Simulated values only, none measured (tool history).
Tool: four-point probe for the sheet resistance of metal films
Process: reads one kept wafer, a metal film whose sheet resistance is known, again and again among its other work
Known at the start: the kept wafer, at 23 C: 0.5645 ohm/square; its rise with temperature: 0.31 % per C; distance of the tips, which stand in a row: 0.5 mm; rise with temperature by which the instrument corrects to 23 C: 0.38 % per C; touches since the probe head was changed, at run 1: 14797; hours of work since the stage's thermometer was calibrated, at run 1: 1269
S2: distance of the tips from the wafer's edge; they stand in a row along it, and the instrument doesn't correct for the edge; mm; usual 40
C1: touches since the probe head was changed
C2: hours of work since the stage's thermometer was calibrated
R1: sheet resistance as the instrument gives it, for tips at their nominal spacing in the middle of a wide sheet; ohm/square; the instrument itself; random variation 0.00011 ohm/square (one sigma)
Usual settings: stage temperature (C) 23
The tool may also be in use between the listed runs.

{"run": 1, "day": 0.0, "stage temperature (C)": 23, "S2": 40, "C1": 14797, "C2": 1269, "R1": 0.56438}
{"run": 2, "day": 0.867, "stage temperature (C)": 23, "S2": 40, "C1": 15031, "C2": 1279, "R1": 0.564258}
{"run": 3, "day": 2.708, "stage temperature (C)": 23, "S2": 6, "C1": 15527, "C2": 1300, "R1": 0.566514}
{"run": 4, "day": 4.688, "stage temperature (C)": 23, "S2": 6, "C1": 16059, "C2": 1323, "R1": 0.566593}
{"run": 5, "day": 6.646, "stage temperature (C)": 23, "S2": 12, "C1": 16586, "C2": 1346, "R1": 0.564948}
{"run": 6, "day": 8.117, "stage temperature (C)": 23, "S2": 40, "C1": 16982, "C2": 1363, "R1": 0.564574}
{"run": 7, "day": 9.733, "stage temperature (C)": 23, "S2": 40, "C1": 17417, "C2": 1382, "R1": 0.564485}
{"run": 8, "day": 10.617, "stage temperature (C)": 23, "S2": 39, "C1": 17654, "C2": 1392, "R1": 0.564396}
{"run": 9, "day": 12.283, "stage temperature (C)": 27, "S2": 40, "C1": 18102, "C2": 1411, "R1": 0.563264}
{"run": 10, "day": 14.079, "stage temperature (C)": 26, "S2": 40, "C1": 18586, "C2": 1432, "R1": 0.563571}
{"run": 11, "day": 15.4, "stage temperature (C)": 26, "S2": 40, "C1": 18942, "C2": 1448, "R1": 0.563543}
{"run": 12, "day": 16.271, "stage temperature (C)": 26, "S2": 40, "C1": 19176, "C2": 1458, "R1": 0.563664}
{"day": 16.408, "done": "stage's thermometer calibrated"}
{"run": 13, "day": 17.25, "stage temperature (C)": 26, "S2": 40, "C1": 19434, "C2": 10, "R1": 0.56345}
{"run": 14, "day": 18.508, "stage temperature (C)": 23, "S2": 40, "C1": 19773, "C2": 24, "R1": 0.564298}
{"run": 15, "day": 19.771, "stage temperature (C)": 23, "S2": 40, "C1": 20112, "C2": 39, "R1": 0.564422}
{"run": 16, "day": 21.167, "stage temperature (C)": 23, "S2": 3, "C1": 20488, "C2": 55, "R1": 0.5726}
{"run": 17, "day": 23.012, "stage temperature (C)": 23, "S2": 40, "C1": 20984, "C2": 77, "R1": 0.56442}
{"run": 18, "day": 24.35, "stage temperature (C)": 23, "S2": 40, "C1": 21344, "C2": 92, "R1": 0.564584}
{"run": 19, "day": 25.846, "stage temperature (C)": 23, "S2": 73, "C1": 21747, "C2": 110, "R1": 0.564311}
{"run": 20, "day": 27.471, "stage temperature (C)": 21, "S2": 40, "C1": 22184, "C2": 128, "R1": 0.565338}
{"day": 28.121, "done": "stage's thermometer calibrated, once more"}
{"run": 21, "day": 29.479, "stage temperature (C)": 21, "S2": 40, "C1": 22719, "C2": 16, "R1": 0.566224}
{"run": 22, "day": 31.258, "stage temperature (C)": 28, "S2": 27, "C1": 23198, "C2": 36, "R1": 0.564176}
{"run": 23, "day": 32.908, "stage temperature (C)": 27, "S2": 40, "C1": 23642, "C2": 56, "R1": 0.564137}
{"run": 24, "day": 34.258, "stage temperature (C)": 22, "S2": 8, "C1": 24005, "C2": 71, "R1": 0.567458}
{"run": 25, "day": 35.875, "stage temperature (C)": 22, "S2": 8, "C1": 24440, "C2": 90, "R1": 0.567447}
{"run": 26, "day": 36.862, "stage temperature (C)": 21, "S2": 13, "C1": 24705, "C2": 102, "R1": 0.566775}
{"run": 27, "day": 38.325, "stage temperature (C)": 23, "S2": 3, "C1": 25100, "C2": 119, "R1": 0.574209}
{"run": 28, "day": 39.9, "stage temperature (C)": 23, "S2": 3, "C1": 25523, "C2": 137, "R1": 0.574154}
{"run": 29, "day": 41.508, "stage temperature (C)": 25, "S2": 38, "C1": 25956, "C2": 156, "R1": 0.565399}
{"run": 30, "day": 42.65, "stage temperature (C)": 18, "S2": 17, "C1": 26263, "C2": 169, "R1": 0.568276}
{"run": 31, "day": 44.021, "stage temperature (C)": 33, "S2": 71, "C1": 26632, "C2": 185, "R1": 0.562488}
{"run": 32, "day": 44.883, "stage temperature (C)": 28, "S2": 4, "C1": 26865, "C2": 195, "R1": 0.569104}
{"run": 33, "day": 46.038, "stage temperature (C)": 28, "S2": 4, "C1": 27175, "C2": 208, "R1": 0.568829}
{"run": 34, "day": 47.229, "stage temperature (C)": 28, "S2": 36, "C1": 27496, "C2": 222, "R1": 0.564508}
{"run": 35, "day": 48.154, "stage temperature (C)": 27, "S2": 6, "C1": 27744, "C2": 233, "R1": 0.566774}
{"run": 36, "day": 49.629, "stage temperature (C)": 32, "S2": 72, "C1": 28141, "C2": 250, "R1": 0.562892}
{"run": 37, "day": 50.471, "stage temperature (C)": 32, "S2": 72, "C1": 28367, "C2": 260, "R1": 0.563044}
{"run": 38, "day": 52.254, "stage temperature (C)": 23, "S2": 9, "C1": 28848, "C2": 280, "R1": 0.567089}
{"run": 39, "day": 53.438, "stage temperature (C)": 30, "S2": 59, "C1": 29166, "C2": 294, "R1": 0.56365}

4 ways to go on from here, each from the tool as it stands after run 39. What would each give?
{"run": "A", "day": 54.688, "stage temperature (C)": 23, "S2": 14, "C1": 29503, "C2": 309, "R1": "?"}
{"run": "B", "day": 54.688, "stage temperature (C)": 29, "S2": 59, "C1": 29503, "C2": 309, "R1": "?"}
{"run": "C", "day": 54.688, "stage temperature (C)": 22, "S2": 30, "C1": 29503, "C2": 309, "R1": "?"}
{"run": "D", "day": 54.688, "stage temperature (C)": 20, "S2": 57, "C1": 29503, "C2": 309, "R1": "?"}

run=A R1=0.566558
run=B R1=0.564138
run=C R1=0.566524
run=D R1=0.567345
Without the tool's hidden state the same runs would have given:
run=A R1=0.564890
run=B R1=0.562478
run=C R1=0.564856
run=D R1=0.565673
